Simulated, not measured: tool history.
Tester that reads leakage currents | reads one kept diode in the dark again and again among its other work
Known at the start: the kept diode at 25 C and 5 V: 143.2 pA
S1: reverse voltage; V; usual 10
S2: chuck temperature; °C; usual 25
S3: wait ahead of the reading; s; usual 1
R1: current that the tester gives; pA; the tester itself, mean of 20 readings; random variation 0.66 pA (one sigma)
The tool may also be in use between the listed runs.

| run | hour | S1 | S2 | S3 | R1 |
|---|---|---|---|---|---|
| 1 | 0 | 10 | 25 | 1 | 238.21 |
| 2 | 21.3 | 10 | 25 | 1 | 238.26 |
| 3 | 44 | 10 | 25 | 1 | 239.1 |
| 4 | 76.1 | 10 | 25 | 1 | 241.2 |
| 5 | 95.6 | 10 | 25 | 1 | 240.78 |
| 6 | 124 | 10 | 25 | 1 | 241.37 |
| 7 | 139 | 2.8 | 25 | 1 | 111.72 |
| 8 | 164.8 | 4.5 | 44 | 1 | 531.94 |
| 9 | 193.4 | 3.4 | 29 | 2.23 | 166.35 |
| 10 | 216.2 | 17 | 25 | 0.35 | 347.87 |
| 11 | 236.9 | 17 | 52 | 0.35 | 1941.2 |

4 ways to go on from here, each from the tool as it stands after run 11. What would each give?
| A | 256.6 | 17 | 52 | 2.5 | ? |
| B | 256.6 | 1.2 | 25 | 1 | ? |
| C | 256.6 | 17 | 23 | 0.8 | ? |
| D | 256.6 | 4.1 | 52 | 0.35 | ? |

| run | R1 |
|---|---|
| A | 1940.42 |
| B | 67.34 |
| C | 296.88 |
| D | 829.5 |
Without the tool's hidden state the same runs would have given:
| run | R1 |
|---|---|
| A | 1787.53 |
| B | 60.93 |
| C | 264.1 |
| D | 765.54 |
